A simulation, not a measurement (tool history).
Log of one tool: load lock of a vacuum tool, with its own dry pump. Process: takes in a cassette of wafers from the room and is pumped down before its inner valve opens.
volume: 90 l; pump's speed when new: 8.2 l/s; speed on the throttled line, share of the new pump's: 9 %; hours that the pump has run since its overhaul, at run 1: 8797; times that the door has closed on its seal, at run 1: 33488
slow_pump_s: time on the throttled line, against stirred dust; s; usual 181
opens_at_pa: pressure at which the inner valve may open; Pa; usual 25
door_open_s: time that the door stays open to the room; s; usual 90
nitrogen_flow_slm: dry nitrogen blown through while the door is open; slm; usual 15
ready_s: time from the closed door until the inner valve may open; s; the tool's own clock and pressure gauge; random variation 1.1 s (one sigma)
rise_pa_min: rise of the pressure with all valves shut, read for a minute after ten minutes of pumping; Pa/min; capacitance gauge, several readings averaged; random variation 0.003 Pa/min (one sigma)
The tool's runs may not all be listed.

| run | day | slow_pump_s | opens_at_pa | door_open_s | nitrogen_flow_slm | hours that the pump has run since its overhaul | times that the door has closed on its seal | incoming humidity of the room's air, % | ready_s | rise_pa_min |
|---|---|---|---|---|---|---|---|---|---|---|
| 1 | 0.000 | 181 | 25 | 90 | 15 | 8797 | 33488 | 45.2 | 268.5 | 0.116 |
| 2 | 10.192 | 181 | 25 | 90 | 5 | 9042 | 34520 | 38.9 | 269.9 | 0.117 |
| 3 | 17.638 | 181 | 25 | 90 | 5 | 9220 | 35274 | 43.5 | 273.1 | 0.123 |
| 4 | 28.196 | 181 | 25 | 90 | 16 | 9474 | 36343 | 44.3 | 271.3 | 0.121 |
| 5 | 39.562 | 181 | 25 | 90 | 16 | 9747 | 37494 | 44.3 | 271.6 | 0.128 |
| 6 | 45.783 | 181 | 25 | 90 | 15 | 9896 | 38123 | 42.5 | 270.8 | 0.130 |
| 7 | 53.642 | 181 | 25 | 90 | 15 | 10084 | 38919 | 50.0 | 271.1 | 0.139 |
| 8 | 60.517 | 181 | 25 | 90 | 15 | 10249 | 39615 | 43.3 | 271.7 | 0.136 |
| 9 | 69.442 | 181 | 25 | 90 | 15 | 10464 | 40518 | 46.8 | 271.4 | 0.149 |
| 10 | 81.054 | 181 | 25 | 90 | 5 | 10742 | 41694 | 43.2 | 273.8 | 0.154 |
| 11 | 86.600 | 181 | 38 | 60 | 15 | 10875 | 42255 | 42.0 | 268.5 | 0.136 |
| 12 | 97.192 | 181 | 38 | 60 | 15 | 11130 | 43328 | 43.0 | 269.8 | 0.139 |
|  | 100.904 | door's seal changed, seat wiped |
| 13 | 106.967 | 181 | 28 | 55 | 21 | 11363 | 614 | 46.2 | 271.5 | 0.028 |
| 14 | 113.642 | 283 | 25 | 235 | 15 | 11523 | 1290 | 43.7 | 365.4 | 0.074 |
| 15 | 124.875 | 283 | 25 | 235 | 15 | 11793 | 2427 | 46.7 | 368.9 | 0.081 |
| 16 | 130.342 | 181 | 38 | 90 | 15 | 11924 | 2980 | 44.6 | 271.1 | 0.043 |
| 17 | 139.238 | 181 | 38 | 238 | 15 | 12137 | 3881 | 44.9 | 271.0 | 0.086 |
| 18 | 146.325 | 342 | 25 | 90 | 14 | 12307 | 4598 | 45.0 | 420.9 | 0.044 |
| 19 | 151.292 | 342 | 25 | 90 | 14 | 12426 | 5101 | 44.5 | 417.6 | 0.046 |
| 20 | 158.975 | 107 | 25 | 195 | 13 | 12611 | 5879 | 45.3 | 211.0 | 0.080 |

5 ways to go on from here, each from the tool as it stands after run 20. What would each give?
| A | 169.442 | 107 | 18 | 100 | 15 | 12862 | 6938 | 44.8 | ? | ? |
| B | 169.442 | 129 | 25 | 195 | 38 | 12862 | 6938 | 43.9 | ? | ? |
| C | 169.442 | 107 | 25 | 102 | 23 | 12862 | 6938 | 45.4 | ? | ? |
| D | 169.442 | 273 | 25 | 90 | 15 | 12862 | 6938 | 46.2 | ? | ? |
| E | 169.442 | 181 | 25 | 90 | 34 | 12862 | 6938 | 43.8 | ? | ? |

| run | ready_s | rise_pa_min |
|---|---|---|
| A | 216.0 | 0.052 |
| B | 230.1 | 0.048 |
| C | 210.5 | 0.043 |
| D | 360.5 | 0.049 |
| E | 276.9 | 0.034 |
Without the tool's hidden state the same runs would have given:
| run | ready_s | rise_pa_min |
|---|---|---|
| A | 192.3 | 0.044 |
| B | 208.0 | 0.040 |
| C | 187.6 | 0.035 |
| D | 341.7 | 0.041 |
| E | 256.0 | 0.026 |
